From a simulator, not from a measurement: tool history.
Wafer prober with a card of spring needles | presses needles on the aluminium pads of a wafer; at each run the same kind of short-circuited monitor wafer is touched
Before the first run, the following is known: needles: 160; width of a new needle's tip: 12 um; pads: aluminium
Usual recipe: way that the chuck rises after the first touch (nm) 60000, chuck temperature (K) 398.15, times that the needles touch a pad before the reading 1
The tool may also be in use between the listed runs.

run	hour	way that the chuck rises after the first touch (nm)	chuck temperature (K)	times that the needles touch a pad before the reading	resistance of one needle with its contact and lead (mohm)	way that a needle slides on the pad (nm)
1	0	60000	398.15	1	334	10530
# hour 2: tips cleaned on abrasive film
# hour 11.4: tips cleaned on abrasive film
# hour 22.3: tips cleaned on abrasive film
# hour 33.6: tips cleaned on abrasive film
2	39.9	60000	398.15	1	372	10440
# hour 44.6: tips cleaned on abrasive film
# hour 56.3: tips cleaned on abrasive film
3	59.9	60000	398.15	1	302	10290
# hour 66.2: tips cleaned on abrasive film
# hour 77.6: tips cleaned on abrasive film
4	77.6	60000	398.15	2	181	10360
# hour 87: tips cleaned on abrasive film
# hour 98.2: tips cleaned on abrasive film
# hour 107.6: tips cleaned on abrasive film
5	114.5	60000	333.15	1	385	10290
# hour 119.2: tips cleaned on abrasive film
# hour 130.7: tips cleaned on abrasive film
# hour 141.3: tips cleaned on abrasive film
6	149.7	60000	333.15	1	413	10170
# hour 151.9: tips cleaned on abrasive film
# hour 156.6: height of the first contact set anew
# hour 163.6: tips cleaned on abrasive film
# hour 175.4: tips cleaned on abrasive film
# hour 186.8: tips cleaned on abrasive film
7	192.1	60000	333.15	1	368	10700
# hour 196.8: tips cleaned on abrasive film
# hour 208: tips cleaned on abrasive film
# hour 219.7: tips cleaned on abrasive film
8	228.4	60000	398.15	3	249	10660
# hour 230.8: tips cleaned on abrasive film
# hour 235.5: tips cleaned on abrasive film, once more
# hour 247: tips cleaned on abrasive film
9	255.5	60000	326.15	1	399	10500
# hour 258: tips cleaned on abrasive film
# hour 269: tips cleaned on abrasive film
10	274.3	60000	326.15	1	369	10520
# hour 278.8: tips cleaned on abrasive film
# hour 289.8: tips cleaned on abrasive film
# hour 300.4: tips cleaned on abrasive film
# hour 309.8: tips cleaned on abrasive film
11	310	60000	326.15	1	195	10570
# hour 321: tips cleaned on abrasive film
# hour 332.3: tips cleaned on abrasive film
12	336.1	42000	398.15	1	530	7330
# hour 342.9: tips cleaned on abrasive film
# hour 352.3: tips cleaned on abrasive film
# hour 364: tips cleaned on abrasive film
13	371.2	42000	398.15	1	646	7030
# hour 373.6: tips cleaned on abrasive film
# hour 383.9: tips cleaned on abrasive film
14	389.1	42000	398.15	1	547	7070
# hour 393.8: tips cleaned on abrasive film
# hour 405.3: tips cleaned on abrasive film
# hour 414.7: tips cleaned on abrasive film
# hour 415: height of the first contact set anew
15	422.5	58000	398.15	1	391	10360
# hour 424.9: tips cleaned on abrasive film
# hour 436.4: tips cleaned on abrasive film
# hour 448.1: tips cleaned on abrasive film
16	453.1	58000	398.15	1	376	10140
# hour 457.6: tips cleaned on abrasive film
# hour 468.9: tips cleaned on abrasive film
17	474.3	49000	393.15	1	489	8610
# hour 479: tips cleaned on abrasive film
# hour 490.7: tips cleaned on abrasive film
# hour 502.4: tips cleaned on abrasive film
18	510.8	60000	398.15	1	406	10480
# hour 513.3: tips cleaned on abrasive film
# hour 522.7: tips cleaned on abrasive film
# hour 532.2: tips cleaned on abrasive film
19	532.2	46000	335.15	1	203	8090
# hour 543.3: tips cleaned on abrasive film
# hour 552.7: tips cleaned on abrasive film
# hour 564.2: tips cleaned on abrasive film
20	565.2	70000	335.15	3	179	12160
# hour 574.6: tips cleaned on abrasive film
# hour 586.1: tips cleaned on abrasive film
# hour 597.4: tips cleaned on abrasive film
21	606.6	41000	398.15	2	494	7120
# hour 609: tips cleaned on abrasive film
# hour 620.8: tips cleaned on abrasive film
# hour 631.3: tips cleaned on abrasive film
22	635.7	60000	389.15	2	278	10380
# hour 642.5: tips cleaned on abrasive film
# hour 653.3: tips cleaned on abrasive film
# hour 662.7: tips cleaned on abrasive film
23	665.2	59000	327.15	1	306	10050
# hour 672.3: height of the first contact set anew
# hour 674.4: tips cleaned on abrasive film
# hour 686.1: tips cleaned on abrasive film
# hour 697.3: tips cleaned on abrasive film
24	697.3	59000	376.15	2	184	10480
# hour 709: tips cleaned on abrasive film
# hour 719.9: tips cleaned on abrasive film
25	724.6	65000	309.15	1	352	11420
# hour 731.1: tips cleaned on abrasive film
# hour 742.5: tips cleaned on abrasive film
# hour 753.4: tips cleaned on abrasive film
# hour 764.8: tips cleaned on abrasive film
26	764.9	60000	303.15	1	175	10390
# hour 776.1: tips cleaned on abrasive film
27	782.9	60000	303.15	1	431	10520
# hour 787.1: tips cleaned on abrasive film
# hour 798.8: tips cleaned on abrasive film
# hour 809.4: tips cleaned on abrasive film
28	818.2	47000	315.15	1	664	8130
# hour 820.6: tips cleaned on abrasive film
# hour 831.8: tips cleaned on abrasive film
# hour 843.5: tips cleaned on abrasive film
# hour 852.9: tips cleaned on abrasive film
29	858.3	47000	315.15	1	579	8130

3 options for the next run, each taken on its own from the tool as it stands now. Forecast them:
# hour 863: tips cleaned on abrasive film
# hour 872.5: tips cleaned on abrasive film
# hour 883.3: tips cleaned on abrasive film
A	886.2	41000	325.15	1	?	?
# hour 863: tips cleaned on abrasive film
# hour 872.5: tips cleaned on abrasive film
# hour 883.3: tips cleaned on abrasive film
B	886.2	47000	315.15	3	?	?
# hour 863: tips cleaned on abrasive film
# hour 872.5: tips cleaned on abrasive film
# hour 883.3: tips cleaned on abrasive film
C	886.2	45000	315.15	1	?	?

run	resistance of one needle with its contact and lead (mohm)	way that a needle slides on the pad (nm)
A	535	6880
B	260	7980
C	475	7650
Without the tool's unlogged condition, the same runs would have read:
run	resistance of one needle with its contact and lead (mohm)	way that a needle slides on the pad (nm)
A	152	7240
B	148	8340
C	150	8010
